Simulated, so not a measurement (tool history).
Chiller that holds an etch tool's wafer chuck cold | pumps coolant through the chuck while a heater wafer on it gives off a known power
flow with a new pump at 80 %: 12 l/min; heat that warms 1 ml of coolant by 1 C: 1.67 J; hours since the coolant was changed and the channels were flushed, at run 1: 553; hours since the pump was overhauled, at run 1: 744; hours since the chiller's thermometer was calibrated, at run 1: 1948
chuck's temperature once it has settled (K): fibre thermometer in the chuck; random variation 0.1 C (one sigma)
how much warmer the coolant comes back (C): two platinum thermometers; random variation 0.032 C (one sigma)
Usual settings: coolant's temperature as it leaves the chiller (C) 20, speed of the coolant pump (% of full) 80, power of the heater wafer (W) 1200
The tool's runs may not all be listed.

run,hour,coolant's temperature as it leaves the chiller (C),speed of the coolant pump (% of full),power of the heater wafer (W),hours since the coolant was changed and the channels were flushed,hours since the pump was overhauled,hours since the chiller's thermometer was calibrated,chuck's temperature once it has settled (K),how much warmer the coolant comes back (C)
1,0,20,80,1200,553,744,1948,302.85,3.56
2,24.9,20,80,1200,578,769,1973,302.85,3.5
3,54.3,20,80,1200,608,798,2003,302.75,3.6
4,98.9,20,92,1200,652,843,2047,301.95,3.06
5,136.4,20,92,1200,690,881,2085,302.05,3.1
6,182.8,20,92,1200,736,927,2131,302.15,3.08
7,220.5,20,92,1200,774,965,2169,301.95,3.03
# hour 239.7: chiller's thermometer calibrated
8,268.4,20,92,1200,821,1012,29,302.05,2.97
9,310.7,20,66,1200,863,1054,71,304.25,4.17
10,334.7,20,66,1200,887,1078,95,304.45,4.13
11,368,20,80,662,920,1111,128,298.55,1.83
12,401.7,20,80,662,954,1145,162,298.85,1.79
13,433.6,14,80,1200,986,1177,194,297.15,3.34
14,476.5,14,80,1200,1029,1220,237,296.85,3.39
15,509.6,14,80,1200,1062,1253,270,296.95,3.36
16,542.5,14,80,1200,1095,1286,303,296.95,3.32
17,591.3,14,80,1200,1144,1334,352,297.05,3.29
18,623.2,23,80,1002,1176,1366,384,304.45,2.69
19,670.1,28,60,812,1223,1413,430,309.35,2.88
20,721,10,73,1646,1273,1464,481,297.35,5.03
21,770.1,19,80,807,1323,1513,530,298.65,2
22,812.8,13,93,864,1365,1556,573,292.45,1.87
23,834,20,60,642,1387,1577,594,299.55,2.14
24,873.5,14,87,1173,1426,1617,634,296.25,2.9
25,917.6,28,80,1200,1470,1661,678,310.85,3.12
26,956.4,28,80,1200,1509,1700,717,311.05,3.19
# hour 979.5: gauge calibrated
27,998.5,28,80,951,1551,1742,759,308.85,2.89
28,1021.2,25,80,1200,1574,1764,782,308.05,3.52
29,1070.9,16,65,1200,1623,1814,831,300.35,4.35
30,1115.7,16,83,1200,1668,1859,876,298.65,3.4
31,1156.4,21,99,999,1709,1900,917,301.15,2.42

5 ways to go on from here, each from the tool as it stands after run 31. What would each give?
A,1196.1,12,84,1154,1749,1939,956,?,?
B,1196.1,11,69,999,1749,1939,956,?,?
C,1196.1,21,85,999,1749,1939,956,?,?
D,1196.1,26,63,880,1749,1939,956,?,?
E,1196.1,20,92,1200,1749,1939,956,?,?

run,chuck's temperature once it has settled (K),how much warmer the coolant comes back (C)
A,294.15,3.14
B,293.25,3.36
C,301.85,2.75
D,307.65,3.29
E,301.95,3.09
Without the tool's hidden state the same runs would have given:
run,chuck's temperature once it has settled (K),how much warmer the coolant comes back (C)
A,294.15,3.24
B,293.25,3.46
C,301.85,2.85
D,307.65,3.39
E,301.95,3.18
